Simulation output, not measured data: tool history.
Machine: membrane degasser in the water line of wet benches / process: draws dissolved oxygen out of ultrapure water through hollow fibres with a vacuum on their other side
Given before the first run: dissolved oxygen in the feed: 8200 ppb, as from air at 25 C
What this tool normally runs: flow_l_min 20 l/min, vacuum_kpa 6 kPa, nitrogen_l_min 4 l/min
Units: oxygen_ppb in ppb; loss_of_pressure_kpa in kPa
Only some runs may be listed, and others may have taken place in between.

run    hour  flow_l_min  vacuum_kpa  nitrogen_l_min  oxygen_ppb  loss_of_pressure_kpa
  1       0          20           6               4       307.6                 55.22
  2   150.8          15           6               4       137.4                 40.84
  3   266.6          15           6               4       137.5                  41.4
  4   384.6          15           6               4       139.4                  41.7
  5   646.2          20           6               4       306.5                 55.23
      662.7  -- vacuum gauge calibrated
  6   829.8          20           6            2.98       317.5                 54.98
  7   935.1          20           6            2.98       323.8                 55.24
  8  1072.3          20           6            2.98       313.8                 54.99
  9  1319.1          20           6               4       308.5                 55.51
 10  1434.9          26           6               4       558.3                 71.47
 11  1651.7          26           6               4       563.3                 71.41
 12  1774.8          26           6               4       557.3                 71.67
 13  1897.4          20        6.44            7.26       295.3                 54.97
 14  2082.3          20        6.44            7.26       288.5                 54.89
 15  2226.7          12        10.3            2.55       127.5                 33.05
 16  2368.7          12        5.59            2.55        73.2                 33.19
 17  2566.8          30        5.59            2.55       773.6                 82.82
     2756.8  -- seals of the vacuum lines changed
 18  2801.6          30        5.59            2.55       770.2                 82.71
 19  2938.2          14        7.15            1.73       159.4                 38.74
 20  3093.5          20           6           11.97       280.4                 55.17
 21  3203.1          20       14.94           11.97       321.9                 55.16
 22  3401.2          29           6               4       701.4                 79.98

Alternative continuations, all from the tool just after run 22; predict every row:
  A  3571.5          22           6               4           ?                     ?
  B  3571.5          20        9.39            2.12           ?                     ?
  C  3571.5          16           6               4           ?                     ?
  D  3571.5          29       13.33               4           ?                     ?

run  oxygen_ppb  loss_of_pressure_kpa
  A       388.5                 60.32
  B         406                 54.97
  C       165.1                 44.14
  D       804.8                  79.7
What these runs would have given with no unlogged condition in the tool:
run  oxygen_ppb  loss_of_pressure_kpa
  A       387.5                 60.26
  B       405.1                 54.92
  C       164.5                  44.1
  D       803.3                 79.62

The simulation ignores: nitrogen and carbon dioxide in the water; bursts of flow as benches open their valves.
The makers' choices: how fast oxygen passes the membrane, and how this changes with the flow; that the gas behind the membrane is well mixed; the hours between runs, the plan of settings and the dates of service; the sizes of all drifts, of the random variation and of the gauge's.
